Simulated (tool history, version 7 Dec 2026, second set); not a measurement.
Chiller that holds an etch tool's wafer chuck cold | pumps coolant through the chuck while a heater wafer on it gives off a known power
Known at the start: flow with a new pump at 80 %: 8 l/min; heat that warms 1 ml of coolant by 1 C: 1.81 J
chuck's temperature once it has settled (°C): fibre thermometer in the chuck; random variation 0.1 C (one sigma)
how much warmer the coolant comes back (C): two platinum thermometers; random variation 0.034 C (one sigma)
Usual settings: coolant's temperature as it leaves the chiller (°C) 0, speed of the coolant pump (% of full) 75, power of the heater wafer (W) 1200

run	hour	coolant's temperature as it leaves the chiller (°C)	speed of the coolant pump (% of full)	power of the heater wafer (W)	chuck's temperature once it has settled (°C)	how much warmer the coolant comes back (C)
1	0.0	0	75	1200	11.7	5.62
2	162.2	0	75	1200	11.8	5.66
3	338.2	0	75	1200	11.6	5.66
4	411.6	0	75	1590	15.5	7.45
5	537.5	0	75	1200	11.9	5.65
6	656.6	8	75	1200	20.0	5.67
7	765.4	8	75	1200	19.7	5.70
8	860.6	8	75	1200	20.0	5.69
9	976.5	3	75	1200	15.0	5.66
10	1065.3	-9	75	1200	2.8	5.68
11	1166.1	-9	75	1200	3.3	5.72
12	1299.4	0	76	1200	12.0	5.72
13	1382.1	0	76	1200	12.1	5.61
14	1533.1	-6	76	1200	6.1	5.66
15	1701.1	-6	76	1200	6.2	5.72
16	1792.8	-6	76	1200	6.2	5.67
17	1879.6	0	75	1497	15.2	7.19
18	2036.6	-5	76	1213	7.3	5.75
19	2188.1	9	100	1213	18.7	4.24
20	2321.9	9	100	1213	19.0	4.20
21	2441.9	-9	75	1621	7.3	7.77
22	2542.9	-9	75	847	-0.1	4.03
23	2670.6	0	71	697	7.5	3.52
24	2749.8	0	71	697	6.6	3.54
25	2868.2	0	87	697	5.5	2.88
26	3006.7	9	65	1508	24.3	8.58
27	3128.0	5	65	1508	20.5	8.57
28	3260.4	5	65	1508	20.4	8.59
29	3414.2	5	65	1508	20.6	8.62
30	3577.4	-10	83	882	-2.5	3.84
31	3652.5	0	79	1082	9.6	4.98

Taken out of this log: 2 entries between the listed runs. Where each belongs, and how the hidden state differs across it:
Between runs 18 and 19: chiller's thermometer calibrated (hour 2150.0)
  heat passed by the chuck's channels, % of clean ones': 82 -> 81.7; flow at a given pump speed, % of a new pump's: 92.8 -> 92.6; coolant's true temperature over the reading, C: 0.35 -> -0.03
  measured less the result without the state, chuck's temperature once it has settled (°C): +2.5 -> +1.7; how much warmer the coolant comes back (C): +0.42 -> +0.31
Between runs 23 and 24: coolant changed, channels flushed (hour 2720.1)
  heat passed by the chuck's channels, % of clean ones': 80.6 -> 99; coolant's true temperature over the reading, C: 0.04 -> 0.05
  measured less the result without the state, chuck's temperature once it has settled (°C): +1.5 -> +0.5; how much warmer the coolant comes back (C): +0.28 -> +0.28

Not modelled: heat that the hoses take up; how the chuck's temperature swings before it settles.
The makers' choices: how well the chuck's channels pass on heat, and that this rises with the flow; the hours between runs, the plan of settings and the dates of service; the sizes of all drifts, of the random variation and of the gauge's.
